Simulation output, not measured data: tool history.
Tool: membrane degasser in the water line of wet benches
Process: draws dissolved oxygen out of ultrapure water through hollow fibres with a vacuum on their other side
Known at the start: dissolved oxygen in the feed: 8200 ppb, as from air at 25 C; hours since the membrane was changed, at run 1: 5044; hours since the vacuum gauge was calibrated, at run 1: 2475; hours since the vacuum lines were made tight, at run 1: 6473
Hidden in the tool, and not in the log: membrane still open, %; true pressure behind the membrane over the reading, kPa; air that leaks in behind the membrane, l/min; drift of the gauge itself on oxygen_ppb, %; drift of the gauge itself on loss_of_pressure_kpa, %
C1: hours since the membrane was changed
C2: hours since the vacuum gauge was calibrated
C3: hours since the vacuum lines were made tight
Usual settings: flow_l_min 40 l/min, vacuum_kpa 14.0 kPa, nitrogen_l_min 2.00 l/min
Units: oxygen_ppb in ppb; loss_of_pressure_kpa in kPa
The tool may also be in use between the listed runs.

Run 1, hour 0.0: usual settings; C1 5044; C2 2475; C3 6473. Result: oxygen_ppb 620.0 ppb, loss_of_pressure_kpa 57.45 kPa.
Run 2, hour 168.5: usual settings but nitrogen_l_min 4.29 l/min; C1 5212; C2 2644; C3 6642. Result: oxygen_ppb 403.6 ppb, loss_of_pressure_kpa 57.90 kPa.
Run 3, hour 425.7: usual settings but vacuum_kpa 9.2 kPa; C1 5470; C2 2901; C3 6899. Result: oxygen_ppb 432.1 ppb, loss_of_pressure_kpa 57.53 kPa.
At hour 470.2: seals of the vacuum lines changed.
Run 4, hour 627.2: usual settings but vacuum_kpa 9.2 kPa; C1 5669; C2 3100; C3 157. Result: oxygen_ppb 429.7 ppb, loss_of_pressure_kpa 57.66 kPa.
Run 5, hour 828.2: usual settings but vacuum_kpa 9.2 kPa; C1 5870; C2 3301; C3 358. Result: oxygen_ppb 440.4 ppb, loss_of_pressure_kpa 57.82 kPa.
Run 6, hour 1181.2: usual settings but vacuum_kpa 11.3 kPa; C1 6223; C2 3654; C3 711. Result: oxygen_ppb 520.8 ppb, loss_of_pressure_kpa 58.08 kPa.
Run 7, hour 1492.7: usual settings but nitrogen_l_min 4.56 l/min; C1 6535; C2 3966; C3 1023. Result: oxygen_ppb 393.0 ppb, loss_of_pressure_kpa 58.63 kPa.
Run 8, hour 1651.5: usual settings but flow_l_min 38 l/min; C1 6693; C2 4125; C3 1181. Result: oxygen_ppb 592.3 ppb, loss_of_pressure_kpa 55.51 kPa.
Run 9, hour 1997.9: usual settings but flow_l_min 38 l/min; C1 7040; C2 4471; C3 1528. Result: oxygen_ppb 599.3 ppb, loss_of_pressure_kpa 55.81 kPa.
Run 10, hour 2224.7: usual settings but flow_l_min 39 l/min; C1 7267; C2 4698; C3 1755. Result: oxygen_ppb 617.8 ppb, loss_of_pressure_kpa 57.47 kPa.
Run 11, hour 2488.2: usual settings; C1 7530; C2 4961; C3 2018. Result: oxygen_ppb 644.2 ppb, loss_of_pressure_kpa 58.59 kPa.
Run 12, hour 2720.6: usual settings; C1 7762; C2 5194; C3 2250. Result: oxygen_ppb 637.8 ppb, loss_of_pressure_kpa 58.70 kPa.
Run 13, hour 2948.8: usual settings; C1 7991; C2 5422; C3 2479. Result: oxygen_ppb 642.8 ppb, loss_of_pressure_kpa 59.35 kPa.
Run 14, hour 3299.7: usual settings; C1 8342; C2 5773; C3 2830. Result: oxygen_ppb 651.3 ppb, loss_of_pressure_kpa 59.27 kPa.
Run 15, hour 3651.3: usual settings; C1 8693; C2 6125; C3 3181. Result: oxygen_ppb 653.6 ppb, loss_of_pressure_kpa 59.34 kPa.
Run 16, hour 3820.1: usual settings but flow_l_min 49 l/min; C1 8862; C2 6293; C3 3350. Result: oxygen_ppb 815.7 ppb, loss_of_pressure_kpa 73.31 kPa.
Run 17, hour 3976.3: usual settings but flow_l_min 26 l/min, vacuum_kpa 9.4 kPa; C1 9018; C2 6449; C3 3506. Result: oxygen_ppb 273.1 ppb, loss_of_pressure_kpa 38.93 kPa.
Run 18, hour 4311.2: usual settings but flow_l_min 60 l/min, vacuum_kpa 11.1 kPa, nitrogen_l_min 1.33 l/min; C1 9353; C2 6784; C3 3841. Result: oxygen_ppb 1012.2 ppb, loss_of_pressure_kpa 89.57 kPa.
Run 19, hour 4540.4: usual settings but flow_l_min 52 l/min, vacuum_kpa 18.9 kPa, nitrogen_l_min 3.61 l/min; C1 9582; C2 7014; C3 4070. Result: oxygen_ppb 793.2 ppb, loss_of_pressure_kpa 77.26 kPa.
Run 20, hour 4722.5: usual settings but flow_l_min 38 l/min, vacuum_kpa 30.6 kPa; C1 9764; C2 7196; C3 4252. Result: oxygen_ppb 1180.6 ppb, loss_of_pressure_kpa 56.93 kPa.
Run 21, hour 4995.7: usual settings but flow_l_min 38 l/min, vacuum_kpa 30.6 kPa; C1 10037; C2 7469; C3 4525. Result: oxygen_ppb 1195.3 ppb, loss_of_pressure_kpa 57.54 kPa.
Run 22, hour 5275.8: usual settings but flow_l_min 43 l/min, vacuum_kpa 18.1 kPa, nitrogen_l_min 1.81 l/min; C1 10318; C2 7749; C3 4806. Result: oxygen_ppb 936.3 ppb, loss_of_pressure_kpa 64.83 kPa.
Run 23, hour 5488.4: usual settings but flow_l_min 43 l/min, vacuum_kpa 18.1 kPa, nitrogen_l_min 1.81 l/min; C1 10530; C2 7962; C3 5018. Result: oxygen_ppb 925.1 ppb, loss_of_pressure_kpa 64.93 kPa.
Run 24, hour 5763.5: usual settings but flow_l_min 43 l/min, vacuum_kpa 9.4 kPa, nitrogen_l_min 1.81 l/min; C1 10805; C2 8237; C3 5293. Result: oxygen_ppb 555.6 ppb, loss_of_pressure_kpa 65.29 kPa.
Run 25, hour 5956.9: usual settings but flow_l_min 53 l/min, vacuum_kpa 9.4 kPa, nitrogen_l_min 4.31 l/min; C1 10999; C2 8430; C3 5487. Result: oxygen_ppb 512.8 ppb, loss_of_pressure_kpa 80.29 kPa.
Run 26, hour 6154.5: usual settings but flow_l_min 59 l/min, vacuum_kpa 33.6 kPa, nitrogen_l_min 1.13 l/min; C1 11196; C2 8628; C3 5684. Result: oxygen_ppb 2547.2 ppb, loss_of_pressure_kpa 89.47 kPa.
At hour 6430.3: vacuum gauge calibrated.
Run 27, hour 6497.1: usual settings but vacuum_kpa 8.4 kPa, nitrogen_l_min 5.82 l/min; C1 11538; C2 67; C3 6026. Result: oxygen_ppb 300.1 ppb, loss_of_pressure_kpa 60.86 kPa.
Run 28, hour 6799.4: usual settings but vacuum_kpa 8.4 kPa, nitrogen_l_min 5.82 l/min; C1 11841; C2 369; C3 6329. Result: oxygen_ppb 295.4 ppb, loss_of_pressure_kpa 60.96 kPa.
Run 29, hour 6956.2: usual settings but vacuum_kpa 8.4 kPa, nitrogen_l_min 5.82 l/min; C1 11997; C2 526; C3 6485. Result: oxygen_ppb 296.9 ppb, loss_of_pressure_kpa 61.47 kPa.
Run 30, hour 7186.0: usual settings but vacuum_kpa 20.9 kPa; C1 12227; C2 756; C3 6715. Result: oxygen_ppb 911.5 ppb, loss_of_pressure_kpa 61.40 kPa.
At hour 7423.6: seals of the vacuum lines changed.
Run 31, hour 7423.6: usual settings but vacuum_kpa 26.6 kPa, nitrogen_l_min 1.13 l/min; C1 12463; C2 991; C3 0. Result: oxygen_ppb 1623.4 ppb, loss_of_pressure_kpa 61.65 kPa.
Run 32, hour 7664.9: usual settings but flow_l_min 57 l/min, vacuum_kpa 26.6 kPa, nitrogen_l_min 1.13 l/min; C1 12704; C2 1233; C3 241. Result: oxygen_ppb 2115.6 ppb, loss_of_pressure_kpa 88.07 kPa.

Measured less the same run without the tool's hidden state. The same run-to-run variation is in both; the gauge's scatter may not be:
run  oxygen_ppb  loss_of_pressure_kpa
  1       +33.2                 +2.43
  2       +32.5                 +2.53
  3       +36.2                 +2.64
  4       +35.4                 +2.73
  5       +37.8                 +2.82
  6       +39.6                 +3.01
  7       +38.1                 +3.17
  8       +39.7                 +3.07
  9       +42.6                 +3.25
 10       +45.9                 +3.47
 11       +50.1                 +3.67
 12       +51.4                 +3.79
 13       +53.6                 +3.94
 14       +56.9                 +4.11
 15       +59.8                 +4.29
 16       +75.9                 +5.36
 17       +36.6                 +2.90
 18      +102.9                 +6.94
 19       +82.7                 +6.13
 20       +59.4                 +4.59
 21       +62.3                 +4.76
 22       +78.1                 +5.50
 23       +79.0                 +5.64
 24       +88.2                 +5.83
 25      +102.1                 +7.30
 26       +87.1                 +8.29
 27       +68.5                 +5.80
 28       +69.4                 +5.97
 29       +70.7                 +6.05
 30       +68.5                 +6.17
 31       +55.6                 +6.31
 32       +79.1                 +9.19

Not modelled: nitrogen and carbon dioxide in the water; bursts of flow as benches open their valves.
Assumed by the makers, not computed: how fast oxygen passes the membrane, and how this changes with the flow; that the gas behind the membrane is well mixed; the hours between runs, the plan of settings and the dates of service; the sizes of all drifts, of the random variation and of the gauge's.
